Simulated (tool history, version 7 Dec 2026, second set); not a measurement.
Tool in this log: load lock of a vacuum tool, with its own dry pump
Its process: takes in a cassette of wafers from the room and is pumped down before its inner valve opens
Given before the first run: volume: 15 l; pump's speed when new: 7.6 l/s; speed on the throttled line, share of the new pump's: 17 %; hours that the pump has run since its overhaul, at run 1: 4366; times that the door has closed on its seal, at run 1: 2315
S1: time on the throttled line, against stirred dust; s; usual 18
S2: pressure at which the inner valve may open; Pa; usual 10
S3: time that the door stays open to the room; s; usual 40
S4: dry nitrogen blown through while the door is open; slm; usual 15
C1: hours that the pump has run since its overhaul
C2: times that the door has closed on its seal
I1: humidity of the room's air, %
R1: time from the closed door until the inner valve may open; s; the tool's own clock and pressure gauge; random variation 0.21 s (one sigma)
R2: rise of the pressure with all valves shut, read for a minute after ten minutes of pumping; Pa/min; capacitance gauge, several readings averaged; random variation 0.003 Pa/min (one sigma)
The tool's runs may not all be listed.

run    hour  S1  S2   S3  S4    C1    C2    I1    R1     R2
  1       0  18  10   40  15  4366  2315  42.2  34.5  0.052
  2   280.5  18  10   40  15  4646  2602  46.3  34.6  0.059
  3   540.7  18  10   40  15  4907  2869  44.7  34.5   0.06
  4   726.7  18  10  207  15  5093  3059  41.3  34.6  0.142
  5  1018.6  18  10  207  15  5384  3358  49.2  34.3  0.167
  6    1256  18  10  207  15  5622  3601  43.7  34.5  0.148
  7  1482.1  18  10  207  15  5848  3832  43.8  34.8   0.15
  8  1677.3  18  10  207  15  6043  4032  47.1  34.6  0.159
  9    1868  21  10  207  15  6234  4228  43.5  37.2  0.155
 10  2034.4  18  10   40   6  6400  4398    45  35.3  0.093

Run 11 has not been measured yet. What should we expect?
 11  2225.6  18  12  40  30  6591  4594  47.1   ?   ?

{"run 11": {"R1": 34.3, "R2": 0.058}}
Were there no unlogged condition in the tool, this run, its random variation unchanged, would have produced R1 32.6 s, R2 0.031 Pa/min.
